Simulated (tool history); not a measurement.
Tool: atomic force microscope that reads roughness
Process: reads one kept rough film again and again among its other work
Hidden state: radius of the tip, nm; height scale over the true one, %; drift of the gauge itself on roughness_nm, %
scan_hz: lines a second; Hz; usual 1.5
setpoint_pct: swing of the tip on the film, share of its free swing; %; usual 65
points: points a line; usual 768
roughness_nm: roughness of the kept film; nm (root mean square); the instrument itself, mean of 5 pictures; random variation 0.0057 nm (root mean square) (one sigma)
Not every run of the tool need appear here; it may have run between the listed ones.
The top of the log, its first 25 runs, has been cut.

run,day,scan_hz,setpoint_pct,points,pictures with this tip,hours of work since the height scale was calibrated,roughness_nm
26,33.983,0.58,71,781,145,1687,1.03
27,35.262,3.86,63,781,211,1708,0.976
28,36.746,3.86,63,781,287,1732,0.974
# day 37.221: new tip fitted
29,38.079,0.74,89,781,45,1754,1.005
30,39.554,1.52,89,781,120,1778,0.956
31,41.375,0.98,63,262,214,1807,1.016
32,42.875,1.5,61,768,291,1832,1.009
# day 43.292: new tip fitted
33,43.862,1.5,61,768,30,1848,1.029
34,45.6,1.5,61,768,119,1876,1.022
35,47.162,1.5,61,768,199,1901,1.008
36,48.379,1.5,61,768,262,1921,1.026
# day 49.421: new tip fitted
37,50.279,1.5,61,768,44,1952,1.042
38,51.583,1.5,61,300,111,1973,1.03
39,53.492,1.5,65,988,209,2004,1.016
40,55.125,0.87,84,982,293,2031,0.999

5 options for the next run, each taken on its own from the tool as it stands now. Forecast them:
# day 55.533: new tip fitted
A,56.338,0.87,69,731,41,2050,?
# day 55.533: new tip fitted
B,56.338,0.87,57,328,41,2050,?
# day 55.533: new tip fitted
C,56.338,1.5,65,506,41,2050,?
# day 55.533: new tip fitted
D,56.338,1.5,59,768,41,2050,?
# day 55.533: new tip fitted
E,56.338,2.73,80,566,41,2050,?

run,roughness_nm
A,1.037
B,1.037
C,1.024
D,1.039
E,0.961
Stripped of hidden state, with their random variation kept, the same runs would have yielded:
run,roughness_nm
A,1.035
B,1.035
C,1.022
D,1.037
E,0.959
